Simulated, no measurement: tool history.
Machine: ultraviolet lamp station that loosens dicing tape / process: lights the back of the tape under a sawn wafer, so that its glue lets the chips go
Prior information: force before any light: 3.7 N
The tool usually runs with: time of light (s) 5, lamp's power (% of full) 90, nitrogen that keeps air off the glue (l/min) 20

run,hour,time of light (s),lamp's power (% of full),nitrogen that keeps air off the glue (l/min),force that peels the tape off (N),light that reached the tape (mJ/cm2)
1,0,5,90,20,0.387,597
2,7.8,5,90,20,0.372,593
3,15.4,5,70,20,0.597,462
4,30.2,5,70,20,0.59,458
5,41,5,70,20,0.573,457
6,51.2,5,90,20,0.391,597
7,60.2,5,94,20,0.352,612
8,75.5,5,94,20,0.363,614
9,86.9,6,94,20,0.255,742
10,101.1,6,94,20,0.257,734
11,111.6,5,90,20,0.391,586
12,118.9,5,90,20,0.389,584
13,129.6,5,90,21,0.386,591
14,143.7,5,90,21,0.383,580
15,158.6,5,90,20,0.379,583
16,166.7,4,76,20,0.739,393
17,181.6,5,96,20,0.348,616
18,194,6,71,19,0.457,541
# hour 195.3: window cleaned of glue's vapour
19,207.3,6,71,19,0.488,519
20,217.1,4,71,21,0.914,342
21,232.8,9,84,35,0.151,925
# hour 239.7: window cleaned of glue's vapour, once more
22,242.7,9,84,35,0.138,1049
23,253.2,8,82,20,0.182,912
24,262.2,9,97,8,0.201,1210
25,269.1,7,90,20,0.177,868
26,279.7,7,90,20,0.197,872
27,291.2,7,90,20,0.197,870
28,305.5,3,61,20,1.303,255
29,320.4,3,73,20,1.042,301
30,328,3,73,20,1.061,301

Predict each of these 4 candidate next runs independently; none follows another, all start after run 30:
A,336.5,5,86,20,?,?
B,336.5,5,90,11,?,?
C,336.5,7,73,20,?,?
D,336.5,4,60,13,?,?

run,force that peels the tape off (N),light that reached the tape (mJ/cm2)
A,0.381,588
B,0.534,617
C,0.272,700
D,1.144,329
Without the tool's unlogged condition, the same runs would have read:
run,force that peels the tape off (N),light that reached the tape (mJ/cm2)
A,0.346,620
B,0.488,651
C,0.247,739
D,1.077,347

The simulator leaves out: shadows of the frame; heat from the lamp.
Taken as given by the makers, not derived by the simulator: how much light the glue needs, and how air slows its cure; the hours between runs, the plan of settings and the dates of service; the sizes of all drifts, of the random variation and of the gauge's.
